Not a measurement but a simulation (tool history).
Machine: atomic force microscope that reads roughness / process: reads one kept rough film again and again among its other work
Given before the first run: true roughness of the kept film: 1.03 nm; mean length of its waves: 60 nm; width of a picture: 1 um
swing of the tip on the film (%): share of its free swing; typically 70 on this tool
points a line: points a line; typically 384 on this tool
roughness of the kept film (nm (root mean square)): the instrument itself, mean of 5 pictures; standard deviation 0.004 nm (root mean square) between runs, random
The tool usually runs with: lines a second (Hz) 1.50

| run | day | lines a second (Hz) | swing of the tip on the film (%) | points a line | roughness of the kept film (nm (root mean square)) |
|---|---|---|---|---|---|
| 1 | 0.000 | 1.50 | 70 | 384 | 0.971 |
| 2 | 0.908 | 1.50 | 70 | 384 | 0.973 |
| 3 | 1.988 | 1.50 | 70 | 384 | 0.960 |
| 4 | 3.288 | 1.50 | 70 | 384 | 0.966 |
| 5 | 4.512 | 1.50 | 70 | 384 | 0.973 |
| 6 | 6.129 | 1.50 | 70 | 384 | 0.956 |
| 7 | 7.642 | 1.50 | 70 | 384 | 0.953 |
| 8 | 9.304 | 1.50 | 70 | 384 | 0.968 |
| 9 | 11.062 | 1.50 | 70 | 384 | 0.967 |
| 10 | 12.429 | 1.50 | 70 | 384 | 0.964 |
| 11 | 13.762 | 1.50 | 70 | 661 | 0.963 |
| 12 | 14.746 | 1.50 | 70 | 857 | 0.966 |
| 13 | 15.896 | 1.50 | 70 | 857 | 0.970 |
| 14 | 17.079 | 1.50 | 82 | 260 | 0.940 |
| 15 | 17.971 | 1.50 | 79 | 384 | 0.951 |
| 16 | 19.046 | 1.26 | 70 | 361 | 0.986 |
| 17 | 20.125 | 1.50 | 62 | 578 | 0.991 |
| 18 | 21.808 | 1.50 | 62 | 578 | 0.985 |
| 19 | 23.329 | 0.58 | 86 | 664 | 0.971 |
| 20 | 24.692 | 0.56 | 67 | 289 | 0.981 |
| 21 | 26.017 | 1.02 | 82 | 746 | 0.975 |
| 22 | 27.521 | 1.34 | 82 | 756 | 0.949 |
| 23 | 28.792 | 1.84 | 70 | 317 | 0.966 |
| 24 | 29.625 | 3.37 | 70 | 671 | 0.931 |
| 25 | 30.600 | 3.37 | 70 | 671 | 0.925 |
| 26 | 31.721 | 3.37 | 70 | 671 | 0.920 |

Missing from the log above: 5 entries noted between runs. For each, name the pair of listed runs it sits between and say how the tool's hidden condition differs from the listed run just before to the listed run just after:
Between runs 7 and 8: new tip fitted (day 8.333)
  radius of the tip, nm: 19.3 -> 7.1; height scale over the true one, %: -0.95 -> -0.97
  the result without the hidden state subtracted from the measured one, roughness of the kept film (nm (root mean square)): -0.025 -> -0.012
Between runs 9 and 10: height scale calibrated on a step standard (day 11.192)
  radius of the tip, nm: 10.3 -> 12.7; height scale over the true one, %: -0.99 -> -1.11
  the result without the hidden state subtracted from the measured one, roughness of the kept film (nm (root mean square)): -0.016 -> -0.019
Between runs 11 and 12: height scale calibrated on a step standard, once more (day 13.904)
  radius of the tip, nm: 15 -> 17; height scale over the true one, %: -1.13 -> 0.02
  the result without the hidden state subtracted from the measured one, roughness of the kept film (nm (root mean square)): -0.022 -> -0.013
Between runs 13 and 14: new tip fitted (day 16.808)
  radius of the tip, nm: 18.9 -> 5.8; height scale over the true one, %: 0.01 -> -0.01
  the result without the hidden state subtracted from the measured one, roughness of the kept film (nm (root mean square)): -0.015 -> -0.001
Between runs 20 and 21: new tip fitted (day 25.117)
  radius of the tip, nm: 19.4 -> 6.9; height scale over the true one, %: -0.1 -> -0.12
  the result without the hidden state subtracted from the measured one, roughness of the kept film (nm (root mean square)): -0.017 -> -0.003

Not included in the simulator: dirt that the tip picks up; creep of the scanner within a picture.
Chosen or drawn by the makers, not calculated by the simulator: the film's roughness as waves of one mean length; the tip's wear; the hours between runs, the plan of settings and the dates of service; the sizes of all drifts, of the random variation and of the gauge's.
